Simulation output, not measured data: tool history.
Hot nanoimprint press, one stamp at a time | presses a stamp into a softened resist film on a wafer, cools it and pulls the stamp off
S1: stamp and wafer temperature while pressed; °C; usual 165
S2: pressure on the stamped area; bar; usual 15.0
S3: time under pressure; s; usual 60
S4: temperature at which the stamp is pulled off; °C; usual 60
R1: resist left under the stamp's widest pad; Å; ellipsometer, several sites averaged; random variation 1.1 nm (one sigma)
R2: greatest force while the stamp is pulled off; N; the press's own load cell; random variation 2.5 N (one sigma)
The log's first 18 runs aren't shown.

Run 19, hour 163.1: usual settings but S1 157 °C, S3 31 s. Result: R1 2916 Å, R2 135 N.
Run 20, hour 173.3: usual settings but S1 164 °C, S3 67 s. Result: R1 1601 Å, R2 136 N.
Run 21, hour 186.0: usual settings but S1 164 °C, S3 67 s. Result: R1 1584 Å, R2 135 N.
Run 22, hour 196.8: usual settings but S1 164 °C, S3 67 s. Result: R1 1602 Å, R2 135 N.
Run 23, hour 204.5: usual settings but S1 168 °C, S3 64 s. Result: R1 1309 Å, R2 140 N.
Run 24, hour 214.2: usual settings but S1 177 °C, S2 9.8 bar, S3 43 s, S4 46 °C. Result: R1 1182 Å, R2 167 N.
Run 25, hour 224.1: usual settings but S1 170 °C, S3 79 s. Result: R1 1071 Å, R2 139 N.
Run 26, hour 232.9: usual settings but S4 46 °C. Result: R1 1592 Å, R2 161 N.
Run 27, hour 245.7: usual settings but S4 46 °C. Result: R1 1609 Å, R2 163 N.
Run 28, hour 257.4: usual settings but S1 155 °C, S2 11.0 bar, S4 45 °C. Result: R1 2912 Å, R2 167 N.
Run 29, hour 266.3: usual settings but S1 155 °C, S2 9.3 bar, S4 61 °C. Result: R1 3036 Å, R2 142 N.
Run 30, hour 276.9: usual settings but S1 160 °C, S2 21.6 bar, S3 49 s, S4 63 °C. Result: R1 1954 Å, R2 138 N.
Run 31, hour 283.0: usual settings but S1 160 °C, S2 21.6 bar, S3 49 s, S4 63 °C. Result: R1 1975 Å, R2 142 N.

Forecast each of these 3 alternatives for the next run:
Run A, hour 294.0: usual settings but S1 156 °C, S2 9.1 bar, S4 66 °C. Result: R1 ?, R2 ?.
Run B, hour 294.0: usual settings but S2 10.7 bar, S4 48 °C. Result: R1 ?, R2 ?.
Run C, hour 294.0: usual settings but S1 168 °C, S4 47 °C. Result: R1 ?, R2 ?.

run    R1   R2
  A  2940  134
  B  1850  166
  C  1366  165
Without the tool's hidden state the same runs would have given:
run    R1   R2
  A  2862  109
  B  1777  135
  C  1305  133

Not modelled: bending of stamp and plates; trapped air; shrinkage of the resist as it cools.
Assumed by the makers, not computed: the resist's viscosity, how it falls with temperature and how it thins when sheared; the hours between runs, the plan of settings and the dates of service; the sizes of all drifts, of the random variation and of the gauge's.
